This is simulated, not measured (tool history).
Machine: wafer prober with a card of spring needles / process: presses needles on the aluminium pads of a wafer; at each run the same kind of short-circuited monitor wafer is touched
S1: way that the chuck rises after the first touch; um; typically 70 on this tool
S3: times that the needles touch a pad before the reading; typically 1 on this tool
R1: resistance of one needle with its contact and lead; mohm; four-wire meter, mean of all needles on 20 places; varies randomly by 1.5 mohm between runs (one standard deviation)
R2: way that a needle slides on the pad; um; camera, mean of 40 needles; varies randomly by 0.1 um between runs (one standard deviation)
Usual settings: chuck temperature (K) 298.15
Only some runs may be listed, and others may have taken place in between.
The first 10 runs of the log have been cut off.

Run 11, hour 85.9: usual settings but chuck temperature (K) 351.15. Result: R1 202 mohm, R2 9.82 um.
At hour 86.7: tips cleaned on abrasive film.
Run 12, hour 92.2: usual settings but chuck temperature (K) 340.15. Result: R1 184 mohm, R2 9.95 um.
At hour 95.6: tips cleaned on abrasive film.
Run 13, hour 98.6: usual settings but chuck temperature (K) 340.15. Result: R1 168 mohm, R2 10.01 um.
Run 14, hour 103.6: usual settings but chuck temperature (K) 340.15. Result: R1 196 mohm, R2 9.95 um.
At hour 104.3: tips cleaned on abrasive film.
Run 15, hour 109.1: usual settings but chuck temperature (K) 340.15. Result: R1 189 mohm, R2 10.02 um.
At hour 113.5: tips cleaned on abrasive film.
Run 16, hour 116.8: usual settings but chuck temperature (K) 340.15. Result: R1 171 mohm, R2 9.89 um.
At hour 122.5: tips cleaned on abrasive film.
Run 17, hour 128.5: usual settings but chuck temperature (K) 340.15. Result: R1 191 mohm, R2 9.63 um.
At hour 131.2: tips cleaned on abrasive film.
Run 18, hour 137.1: usual settings but S3 2. Result: R1 165 mohm, R2 9.92 um.
At hour 140.1: tips cleaned on abrasive film.
Run 19, hour 146.8: usual settings but S1 53 um, chuck temperature (K) 342.15. Result: R1 243 mohm, R2 7.43 um.
At hour 149.1: tips cleaned on abrasive film.
Run 20, hour 153.7: usual settings but S1 53 um, chuck temperature (K) 342.15. Result: R1 225 mohm, R2 7.56 um.
At hour 158.1: tips cleaned on abrasive film.
Run 21, hour 160.5: usual settings but S1 53 um, chuck temperature (K) 364.15, S3 3. Result: R1 169 mohm, R2 7.50 um.
At hour 166.7: tips cleaned on abrasive film.
Run 22, hour 171.5: usual settings but S1 79 um, chuck temperature (K) 326.15. Result: R1 174 mohm, R2 11.24 um.
At hour 175.7: tips cleaned on abrasive film.
Run 23, hour 183.2: usual settings but S1 79 um, chuck temperature (K) 326.15. Result: R1 189 mohm, R2 11.18 um.
At hour 185.2: tips cleaned on abrasive film.
Run 24, hour 188.6: usual settings but S1 64 um, S3 2. Result: R1 165 mohm, R2 8.91 um.
At hour 194.1: tips cleaned on abrasive film.
Run 25, hour 197.6: usual settings but S1 65 um, chuck temperature (K) 316.15, S3 2. Result: R1 169 mohm, R2 9.17 um.
At hour 203.0: tips cleaned on abrasive film.
Run 26, hour 204.8: usual settings but S1 55 um, S3 2. Result: R1 162 mohm, R2 7.66 um.
At hour 212.0: tips cleaned on abrasive film.
Run 27, hour 214.4: usual settings but S1 60 um, chuck temperature (K) 379.15, S3 2. Result: R1 171 mohm, R2 8.29 um.
At hour 221.1: tips cleaned on abrasive film.
Run 28, hour 225.0: usual settings but S1 60 um, chuck temperature (K) 379.15, S3 2. Result: R1 183 mohm, R2 8.38 um.
At hour 229.9: tips cleaned on abrasive film.
Run 29, hour 230.5: usual settings but S1 60 um, chuck temperature (K) 379.15, S3 2. Result: R1 164 mohm, R2 8.28 um.
Run 30, hour 237.4: usual settings but S1 60 um, chuck temperature (K) 379.15, S3 2. Result: R1 196 mohm, R2 8.19 um.
At hour 239.1: tips cleaned on abrasive film.
Run 31, hour 242.8: usual settings but S1 60 um, chuck temperature (K) 379.15, S3 2. Result: R1 179 mohm, R2 8.32 um.
At hour 248.0: tips cleaned on abrasive film.
Run 32, hour 251.6: usual settings. Result: R1 178 mohm, R2 9.94 um.

3 options for the next run, each taken on its own from the tool as it stands now. Forecast them:
At hour 256.9: tips cleaned on abrasive film.
Run A, hour 261.6: usual settings but chuck temperature (K) 315.15. Result: R1 ?, R2 ?.
At hour 256.9: tips cleaned on abrasive film.
Run B, hour 261.6: usual settings but S1 53 um, S3 2. Result: R1 ?, R2 ?.
At hour 256.9: tips cleaned on abrasive film.
Run C, hour 261.6: usual settings but S1 85 um. Result: R1 ?, R2 ?.

run   R1     R2
  A  185   9.77
  B  185   7.04
  C  164  11.98
With the hidden condition removed and each run's random variation left untouched, the same runs would have given:
run   R1     R2
  A  138  10.13
  B  136   7.39
  C  130  12.34
